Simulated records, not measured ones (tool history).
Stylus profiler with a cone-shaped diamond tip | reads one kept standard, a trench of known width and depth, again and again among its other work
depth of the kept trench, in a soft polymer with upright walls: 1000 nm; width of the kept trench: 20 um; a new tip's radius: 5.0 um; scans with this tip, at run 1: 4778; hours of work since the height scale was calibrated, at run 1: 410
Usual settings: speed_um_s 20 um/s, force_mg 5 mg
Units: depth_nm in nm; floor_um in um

run,hour,speed_um_s,force_mg,scans with this tip,hours of work since the height scale was calibrated,depth_nm,floor_um
1,0,20,5,4778,410,1019.51,12.39
2,20.7,20,5,4970,426,1020.33,12.39
3,35.8,20,9.22,5110,438,1029.6,12.38
4,67.5,20,9.22,5404,464,1029.41,12.29
5,93.8,20,5,5648,485,1020.14,12.18
6,122.4,20,5,5913,507,1020.34,12.11
7,153.2,20,1.81,6199,532,1010.76,11.94
# hour 156.4: height scale calibrated on a step standard
8,183.9,20,1.81,6479,22,1011.94,11.97
9,206.2,26,2.48,6686,40,1014.55,11.88
10,226,11,14.71,6869,55,1040.76,11.98
# hour 235.3: height scale calibrated on a step standard, once more
11,245.8,26,9.06,7048,8,1027.92,11.85
12,267.3,9,8.58,7248,25,1026.63,11.87
13,297.4,9,8.58,7527,49,1026.67,11.84
14,326.5,46,11.91,7797,73,1033.37,11.64

3 ways to go on from here, each from the tool as it stands after run 14. What would each give?
# hour 356.2: new tip fitted, height scale calibrated
A,356.2,24,2.35,0,0,?,?
# hour 356.2: new tip fitted, height scale calibrated
B,356.2,9,1.9,0,0,?,?
# hour 356.2: new tip fitted, height scale calibrated
C,356.2,7,10.08,0,0,?,?

run,depth_nm,floor_um
A,1011.29,13.77
B,1009.64,13.86
C,1029.69,13.88
Without the tool's hidden state the same runs would have given:
run,depth_nm,floor_um
A,1011.42,13.87
B,1009.77,13.95
C,1029.82,13.98
